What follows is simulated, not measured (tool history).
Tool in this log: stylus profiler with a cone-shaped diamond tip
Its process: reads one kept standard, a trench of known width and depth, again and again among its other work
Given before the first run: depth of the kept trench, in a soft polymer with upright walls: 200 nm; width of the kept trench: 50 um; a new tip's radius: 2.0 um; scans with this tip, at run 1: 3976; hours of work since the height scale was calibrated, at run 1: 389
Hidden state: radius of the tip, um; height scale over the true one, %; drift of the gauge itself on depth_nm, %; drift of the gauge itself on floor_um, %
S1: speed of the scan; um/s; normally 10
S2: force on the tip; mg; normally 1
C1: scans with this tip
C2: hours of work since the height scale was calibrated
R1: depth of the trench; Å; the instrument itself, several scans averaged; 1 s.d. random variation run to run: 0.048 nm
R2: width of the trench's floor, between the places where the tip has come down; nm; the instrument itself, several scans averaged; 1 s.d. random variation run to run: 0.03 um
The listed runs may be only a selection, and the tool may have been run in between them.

{"run": 1, "hour": 0.0, "S1": 10, "S2": 1, "C1": 3976, "C2": 389, "R1": 2014.6, "R2": 47800}
{"run": 2, "hour": 10.1, "S1": 10, "S2": 1, "C1": 4021, "C2": 393, "R1": 2014.1, "R2": 47820}
{"run": 3, "hour": 23.9, "S1": 10, "S2": 1, "C1": 4083, "C2": 399, "R1": 2014.2, "R2": 47830}
{"run": 4, "hour": 34.1, "S1": 10, "S2": 1, "C1": 4129, "C2": 404, "R1": 2014.2, "R2": 47800}
{"run": 5, "hour": 45.0, "S1": 10, "S2": 0.57, "C1": 4177, "C2": 408, "R1": 2009.9, "R2": 47710}
{"run": 6, "hour": 53.5, "S1": 10, "S2": 2.19, "C1": 4215, "C2": 412, "R1": 2023.2, "R2": 47790}
{"run": 7, "hour": 63.9, "S1": 10, "S2": 2.19, "C1": 4262, "C2": 417, "R1": 2023.7, "R2": 47760}
{"run": 8, "hour": 79.5, "S1": 16, "S2": 1, "C1": 4332, "C2": 424, "R1": 2014.2, "R2": 47720}
{"run": 9, "hour": 89.0, "S1": 8, "S2": 1, "C1": 4375, "C2": 428, "R1": 2014.7, "R2": 47720}
{"run": 10, "hour": 100.0, "S1": 8, "S2": 1, "C1": 4424, "C2": 433, "R1": 2014.2, "R2": 47790}
{"run": 11, "hour": 113.9, "S1": 8, "S2": 1, "C1": 4486, "C2": 439, "R1": 2015, "R2": 47760}
{"run": 12, "hour": 130.8, "S1": 8, "S2": 1, "C1": 4561, "C2": 446, "R1": 2015.2, "R2": 47760}
{"run": 13, "hour": 141.3, "S1": 3, "S2": 0.65, "C1": 4609, "C2": 451, "R1": 2011.5, "R2": 47810}
{"run": 14, "hour": 156.8, "S1": 3, "S2": 0.65, "C1": 4678, "C2": 457, "R1": 2011.1, "R2": 47770}
{"run": 15, "hour": 164.2, "S1": 3, "S2": 0.65, "C1": 4711, "C2": 461, "R1": 2011.5, "R2": 47780}
{"run": 16, "hour": 181.5, "S1": 3, "S2": 0.65, "C1": 4788, "C2": 468, "R1": 2011.4, "R2": 47800}
{"run": 17, "hour": 196.3, "S1": 2, "S2": 0.71, "C1": 4854, "C2": 475, "R1": 2012.2, "R2": 47780}
{"run": 18, "hour": 204.9, "S1": 17, "S2": 0.88, "C1": 4893, "C2": 478, "R1": 2014.8, "R2": 47640}
{"run": 19, "hour": 212.1, "S1": 14, "S2": 1.5, "C1": 4925, "C2": 482, "R1": 2018.7, "R2": 47690}
{"run": 20, "hour": 224.2, "S1": 5, "S2": 1, "C1": 4980, "C2": 487, "R1": 2014.9, "R2": 47740}
{"run": 21, "hour": 235.6, "S1": 20, "S2": 1.68, "C1": 5030, "C2": 492, "R1": 2020.9, "R2": 47600}
{"run": 22, "hour": 247.2, "S1": 33, "S2": 0.67, "C1": 5082, "C2": 497, "R1": 2011.4, "R2": 47390}
{"run": 23, "hour": 262.4, "S1": 33, "S2": 0.67, "C1": 5150, "C2": 504, "R1": 2011.7, "R2": 47410}

Consider 3 possible next runs. They are alternatives, not a sequence: every one starts from the tool as it was left by run 23. What does each give?
{"run": "A", "hour": 271.0, "S1": 7, "S2": 1.94, "C1": 5189, "C2": 507, "R1": "?", "R2": "?"}
{"run": "B", "hour": 271.0, "S1": 7, "S2": 0.81, "C1": 5189, "C2": 507, "R1": "?", "R2": "?"}
{"run": "C", "hour": 271.0, "S1": 33, "S2": 2.51, "C1": 5189, "C2": 507, "R1": "?", "R2": "?"}

run=A R1=2022 R2=47690
run=B R1=2013.4 R2=47740
run=C R1=2026.8 R2=47520
Take away the tool's hidden state, keep each run's random variation, and the runs would have read:
run=A R1=2020.2 R2=48180
run=B R1=2011.6 R2=48230
run=C R1=2025.1 R2=48010
